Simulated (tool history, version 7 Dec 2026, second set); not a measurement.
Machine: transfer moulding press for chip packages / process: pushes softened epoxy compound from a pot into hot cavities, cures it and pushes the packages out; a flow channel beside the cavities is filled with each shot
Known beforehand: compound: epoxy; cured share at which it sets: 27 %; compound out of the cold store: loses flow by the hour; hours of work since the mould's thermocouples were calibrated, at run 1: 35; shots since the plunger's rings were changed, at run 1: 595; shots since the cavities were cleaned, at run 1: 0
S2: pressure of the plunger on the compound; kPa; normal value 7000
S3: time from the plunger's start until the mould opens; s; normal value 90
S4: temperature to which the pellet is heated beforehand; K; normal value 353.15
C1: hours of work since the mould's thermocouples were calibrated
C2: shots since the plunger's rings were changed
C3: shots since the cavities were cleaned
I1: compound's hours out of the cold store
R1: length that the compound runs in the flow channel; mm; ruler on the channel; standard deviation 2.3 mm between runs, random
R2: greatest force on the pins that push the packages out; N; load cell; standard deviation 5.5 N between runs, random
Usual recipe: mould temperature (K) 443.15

run 1 day=0 | mould_temperature_(K)=443.15 S2=7000 S3=90 S4=353.15 | C1=35 C2=595 C3=0 | I1=17.5 | R1=813 R2=196
-- day=1.996 cavities cleaned with cleaning compound and waxed
run 2 day=2.412 | mould_temperature_(K)=443.15 S2=7000 S3=90 S4=353.15 | C1=66 C2=1256 C3=117 | I1=43.4 | R1=674 R2=391
-- day=4 cavities cleaned with cleaning compound and waxed
run 3 day=4.8 | mould_temperature_(K)=443.15 S2=7000 S3=90 S4=353.15 | C1=97 C2=1910 C3=225 | I1=36.7 | R1=693 R2=304
-- day=6.05 cavities cleaned with cleaning compound and waxed
run 4 day=6.217 | mould_temperature_(K)=443.15 S2=6950 S3=90 S4=353.15 | C1=116 C2=2290 C3=47 | I1=29.3 | R1=724 R2=219
-- day=8.033 cavities cleaned with cleaning compound and waxed
run 5 day=8.671 | mould_temperature_(K)=443.15 S2=6950 S3=90 S4=353.15 | C1=148 C2=2963 C3=180 | I1=19.1 | R1=764 R2=312
-- day=9.15 plunger's sealing rings changed
-- day=10.15 cavities cleaned with cleaning compound and waxed
run 6 day=11.033 | mould_temperature_(K)=443.15 S2=6950 S3=90 S4=353.15 | C1=177 C2=512 C3=248 | I1=34.5 | R1=726 R2=320
-- day=12.1 cavities cleaned with cleaning compound and waxed
-- day=12.646 cavities cleaned with cleaning compound and waxed, once more
run 7 day=13.312 | mould_temperature_(K)=443.15 S2=7000 S3=73 S4=353.15 | C1=206 C2=1118 C3=187 | I1=17.5 | R1=806 R2=424
-- day=14.721 cavities cleaned with cleaning compound and waxed
run 8 day=15.396 | mould_temperature_(K)=443.15 S2=7000 S3=73 S4=353.15 | C1=233 C2=1686 C3=189 | I1=43.8 | R1=669 R2=391
-- day=16.7 cavities cleaned with cleaning compound and waxed
run 9 day=17.104 | mould_temperature_(K)=443.15 S2=7000 S3=73 S4=353.15 | C1=255 C2=2149 C3=114 | I1=21.6 | R1=769 R2=356
-- day=18.7 cavities cleaned with cleaning compound and waxed
run 10 day=19.538 | mould_temperature_(K)=443.15 S2=7680 S3=90 S4=353.15 | C1=287 C2=2815 C3=234 | I1=32.4 | R1=743 R2=321
-- day=20.55 plunger's sealing rings changed
-- day=20.892 cavities cleaned with cleaning compound and waxed
run 11 day=22.692 | mould_temperature_(K)=443.15 S2=7680 S3=90 S4=353.15 | C1=327 C2=585 C3=507 | I1=23.8 | R1=822 R2=376
-- day=22.888 cavities cleaned with cleaning compound and waxed
-- day=24.896 cavities cleaned with cleaning compound and waxed
run 12 day=25.775 | mould_temperature_(K)=443.15 S2=7680 S3=90 S4=353.15 | C1=367 C2=1417 C3=248 | I1=41.6 | R1=718 R2=312
-- day=26.942 cavities cleaned with cleaning compound and waxed
run 13 day=28.104 | mould_temperature_(K)=443.15 S2=7000 S3=90 S4=353.15 | C1=397 C2=2053 C3=326 | I1=39.9 | R1=686 R2=346
-- day=28.929 cavities cleaned with cleaning compound and waxed
-- day=30.929 cavities cleaned with cleaning compound and waxed
run 14 day=31.229 | mould_temperature_(K)=445.15 S2=7000 S3=90 S4=353.15 | C1=437 C2=2897 C3=83 | I1=29.2 | R1=718 R2=230
-- day=31.854 plunger's sealing rings changed
-- day=33.054 cavities cleaned with cleaning compound and waxed
run 15 day=33.883 | mould_temperature_(K)=437.15 S2=6530 S3=117 S4=344.15 | C1=471 C2=553 C3=233 | I1=20.2 | R1=793 R2=308
-- day=35.079 cavities cleaned with cleaning compound and waxed
run 16 day=36.279 | mould_temperature_(K)=438.15 S2=7550 S3=117 S4=349.15 | C1=502 C2=1208 C3=337 | I1=38.8 | R1=745 R2=304
-- day=37.175 cavities cleaned with cleaning compound and waxed
run 17 day=38.392 | mould_temperature_(K)=447.15 S2=7550 S3=108 S4=349.15 | C1=530 C2=1785 C3=342 | I1=36 | R1=726 R2=301
-- day=39.338 cavities cleaned with cleaning compound and waxed
-- day=41.312 cavities cleaned with cleaning compound and waxed
run 18 day=41.492 | mould_temperature_(K)=437.15 S2=7000 S3=90 S4=344.15 | C1=570 C2=2621 C3=49 | I1=10.8 | R1=843 R2=359
-- day=42.679 mould's thermocouples calibrated
-- day=43.188 plunger's sealing rings changed
-- day=43.454 cavities cleaned with cleaning compound and waxed
run 19 day=44.283 | mould_temperature_(K)=440.15 S2=7000 S3=90 S4=347.15 | C1=19 C2=291 C3=234 | I1=23.8 | R1=800 R2=348
-- day=45.546 cavities cleaned with cleaning compound and waxed
run 20 day=47.025 | mould_temperature_(K)=443.15 S2=7000 S3=90 S4=343.15 | C1=55 C2=1044 C3=416 | I1=10.7 | R1=856 R2=356
-- day=47.538 cavities cleaned with cleaning compound and waxed
-- day=49.704 cavities cleaned with cleaning compound and waxed
run 21 day=49.838 | mould_temperature_(K)=443.15 S2=8020 S3=90 S4=349.15 | C1=91 C2=1800 C3=38 | I1=12 | R1=891 R2=226
-- day=51.658 cavities cleaned with cleaning compound and waxed
run 22 day=52.917 | mould_temperature_(K)=443.15 S2=8070 S3=129 S4=347.15 | C1=132 C2=2647 C3=353 | I1=22.1 | R1=815 R2=290
-- day=53.638 cavities cleaned with cleaning compound and waxed
-- day=54.558 plunger's sealing rings changed
run 23 day=54.854 | mould_temperature_(K)=436.15 S2=5490 S3=74 S4=347.15 | C1=155 C2=82 C3=312 | I1=43.8 | R1=627 R2=704
-- day=55.721 cavities cleaned with cleaning compound and waxed
run 24 day=57.333 | mould_temperature_(K)=440.15 S2=7000 S3=90 S4=354.15 | C1=188 C2=763 C3=454 | I1=37.8 | R1=719 R2=378
-- day=57.867 cavities cleaned with cleaning compound and waxed
-- day=59.85 cavities cleaned with cleaning compound and waxed
run 25 day=60.296 | mould_temperature_(K)=440.15 S2=5480 S3=90 S4=354.15 | C1=226 C2=1560 C3=126 | I1=40.9 | R1=610 R2=284
-- day=61.912 cavities cleaned with cleaning compound and waxed
run 26 day=63.262 | mould_temperature_(K)=437.15 S2=8070 S3=87 S4=353.15 | C1=265 C2=2376 C3=379 | I1=19.5 | R1=853 R2=526

Consider 3 possible next runs. They are alternatives, not a sequence: every one starts from the tool as it was left by run 26. What does each give?
-- day=64.104 cavities cleaned with cleaning compound and waxed
-- day=65.821 plunger's sealing rings changed
-- day=66.288 cavities cleaned with cleaning compound and waxed
run A day=66.442 | mould_temperature_(K)=437.15 S2=8070 S3=91 S4=353.15 | C1=305 C2=158 C3=44 | I1=41.9 | R1=? R2=?
-- day=64.104 cavities cleaned with cleaning compound and waxed
-- day=65.821 plunger's sealing rings changed
-- day=66.288 cavities cleaned with cleaning compound and waxed
run B day=66.442 | mould_temperature_(K)=444.15 S2=7000 S3=90 S4=348.15 | C1=305 C2=158 C3=44 | I1=27.6 | R1=? R2=?
-- day=64.104 cavities cleaned with cleaning compound and waxed
-- day=65.821 plunger's sealing rings changed
-- day=66.288 cavities cleaned with cleaning compound and waxed
run C day=66.442 | mould_temperature_(K)=438.15 S2=8070 S3=88 S4=353.15 | C1=305 C2=158 C3=44 | I1=23.9 | R1=? R2=?

run=A R1=772 R2=300
run=B R1=772 R2=225
run=C R1=865 R2=306
Stripped of hidden state, with their random variation kept, the same runs would have yielded:
run=A R1=773 R2=241
run=B R1=774 R2=184
run=C R1=866 R2=244

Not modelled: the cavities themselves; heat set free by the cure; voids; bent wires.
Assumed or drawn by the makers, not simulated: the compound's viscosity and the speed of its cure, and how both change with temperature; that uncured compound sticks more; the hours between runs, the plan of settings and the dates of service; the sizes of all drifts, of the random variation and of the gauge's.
